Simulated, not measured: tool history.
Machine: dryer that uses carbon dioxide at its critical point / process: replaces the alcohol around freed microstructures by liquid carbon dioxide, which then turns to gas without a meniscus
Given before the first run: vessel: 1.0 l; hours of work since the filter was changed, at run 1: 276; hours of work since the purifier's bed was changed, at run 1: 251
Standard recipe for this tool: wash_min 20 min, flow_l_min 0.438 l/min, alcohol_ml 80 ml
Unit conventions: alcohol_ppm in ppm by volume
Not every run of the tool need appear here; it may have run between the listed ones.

run,hour,wash_min,flow_l_min,alcohol_ml,hours of work since the filter was changed,hours of work since the purifier's bed was changed,alcohol_ppm
1,0,20,0.438,80,276,251,108
2,23.8,20,0.438,80,288,263,115
3,56.3,20,0.438,80,305,279,113
4,86,19,0.438,80,319,294,134
5,108.3,19,0.438,80,331,305,153
6,126.9,19,0.438,80,340,314,148
7,150.1,19,0.438,80,352,326,149
8,177.9,16,0.438,80,365,340,351
9,213.5,16,0.551,80,383,358,129
10,250.3,16,0.551,80,402,376,148
11,279.8,16,0.551,80,417,391,149
12,306.5,16,0.551,80,430,404,151
13,334.1,16,0.551,80,444,418,156
14,349.7,20,0.438,80,452,426,153
15,381.6,20,0.438,80,467,442,150
16,419.9,20,0.438,80,487,461,164
# hour 429.2: inlet filter changed
17,451.7,20,0.438,80,11,476,126
18,481.4,15,0.438,80,26,491,391
19,500.4,19,0.508,95,36,501,116
20,528.3,19,0.353,95,50,515,420
21,548,15,0.485,80,60,525,273
# hour 565.2: purifier's bed changed
22,577.2,27,0.485,67,73,6,3
23,614.9,30,0.485,94,92,25,13
24,646.7,24,0.632,67,107,41,17
25,678,24,0.632,67,123,57,16
26,709.2,24,0.632,67,139,72,18
27,737,14,0.555,80,153,86,172

How the hidden state differs across the entries between the runs, from the last listed run before each to the first after it:
Run 16 -> run 17: inlet filter changed (hour 429.2)
  flow that reaches the vessel past the clogged filter, %: 92.3 -> 99.2; alcohol in the recycled carbon dioxide, ppm: 74.2 -> 76.4
  the result without the hidden state subtracted from the measured one, alcohol_ppm: +106 -> +76 ppm by volume
Run 21 -> run 22: purifier's bed changed (hour 565.2)
  flow that reaches the vessel past the clogged filter, %: 98.4 -> 98.2; alcohol in the recycled carbon dioxide, ppm: 83.9 -> 6.6
  the result without the hidden state subtracted from the measured one, alcohol_ppm: +96 -> +2 ppm by volume

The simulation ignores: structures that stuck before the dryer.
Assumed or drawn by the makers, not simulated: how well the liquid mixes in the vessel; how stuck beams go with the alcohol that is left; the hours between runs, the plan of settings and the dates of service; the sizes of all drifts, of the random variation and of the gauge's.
